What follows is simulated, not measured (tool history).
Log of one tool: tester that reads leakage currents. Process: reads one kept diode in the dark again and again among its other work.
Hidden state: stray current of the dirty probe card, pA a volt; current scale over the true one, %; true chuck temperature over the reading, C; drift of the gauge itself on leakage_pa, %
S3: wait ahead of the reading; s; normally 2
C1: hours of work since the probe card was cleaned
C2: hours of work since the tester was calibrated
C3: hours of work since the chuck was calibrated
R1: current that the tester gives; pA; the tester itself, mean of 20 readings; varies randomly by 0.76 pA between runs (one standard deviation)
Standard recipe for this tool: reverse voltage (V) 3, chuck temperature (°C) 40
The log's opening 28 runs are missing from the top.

run 29 hour=736.4 | reverse_voltage_(V)=11.09 chuck_temperature_(°C)=40 S3=2 | C1=126 C2=908 C3=1645 | R1=469.5
-- hour=756.3 chuck's temperature calibrated
run 30 hour=771.8 | reverse_voltage_(V)=11.09 chuck_temperature_(°C)=40 S3=2 | C1=151 C2=933 C3=11 | R1=469.7
run 31 hour=804.1 | reverse_voltage_(V)=8.22 chuck_temperature_(°C)=45 S3=0.72 | C1=174 C2=956 C3=35 | R1=615.92
run 32 hour=833 | reverse_voltage_(V)=9.05 chuck_temperature_(°C)=40 S3=2 | C1=196 C2=977 C3=56 | R1=427.26
run 33 hour=848.3 | reverse_voltage_(V)=3.82 chuck_temperature_(°C)=40 S3=2 | C1=207 C2=989 C3=67 | R1=284.1
run 34 hour=872.2 | reverse_voltage_(V)=9.91 chuck_temperature_(°C)=25 S3=0.58 | C1=224 C2=1006 C3=85 | R1=123.05
run 35 hour=903.8 | reverse_voltage_(V)=9.91 chuck_temperature_(°C)=26 S3=0.51 | C1=247 C2=1029 C3=108 | R1=134.85
run 36 hour=925.2 | reverse_voltage_(V)=9.91 chuck_temperature_(°C)=41 S3=2.79 | C1=263 C2=1045 C3=123 | R1=482.97
run 37 hour=951.3 | reverse_voltage_(V)=18.72 chuck_temperature_(°C)=47 S3=3.2 | C1=282 C2=1064 C3=142 | R1=1067.71
run 38 hour=970.1 | reverse_voltage_(V)=10.53 chuck_temperature_(°C)=36 S3=7.27 | C1=296 C2=1077 C3=156 | R1=328.08
run 39 hour=993.5 | reverse_voltage_(V)=10.53 chuck_temperature_(°C)=43 S3=4.36 | C1=313 C2=1095 C3=173 | R1=585.66
run 40 hour=1012.7 | reverse_voltage_(V)=1.37 chuck_temperature_(°C)=43 S3=0.76 | C1=327 C2=1109 C3=187 | R1=224.68
run 41 hour=1029.5 | reverse_voltage_(V)=1.37 chuck_temperature_(°C)=43 S3=0.76 | C1=339 C2=1121 C3=199 | R1=224.89

What if the next run were any one of these 3? Each begins from the tool's condition after run 41:
run A hour=1060.8 | reverse_voltage_(V)=3 chuck_temperature_(°C)=55 S3=2 | C1=362 C2=1144 C3=222 | R1=?
run B hour=1060.8 | reverse_voltage_(V)=3 chuck_temperature_(°C)=40 S3=7.69 | C1=362 C2=1144 C3=222 | R1=?
run C hour=1060.8 | reverse_voltage_(V)=1.37 chuck_temperature_(°C)=26 S3=1.34 | C1=362 C2=1144 C3=222 | R1=?

run=A R1=839.26
run=B R1=253.64
run=C R1=51.63
Stripped of hidden state, with their random variation kept, the same runs would have yielded:
run=A R1=839.45
run=B R1=253.69
run=C R1=51.64

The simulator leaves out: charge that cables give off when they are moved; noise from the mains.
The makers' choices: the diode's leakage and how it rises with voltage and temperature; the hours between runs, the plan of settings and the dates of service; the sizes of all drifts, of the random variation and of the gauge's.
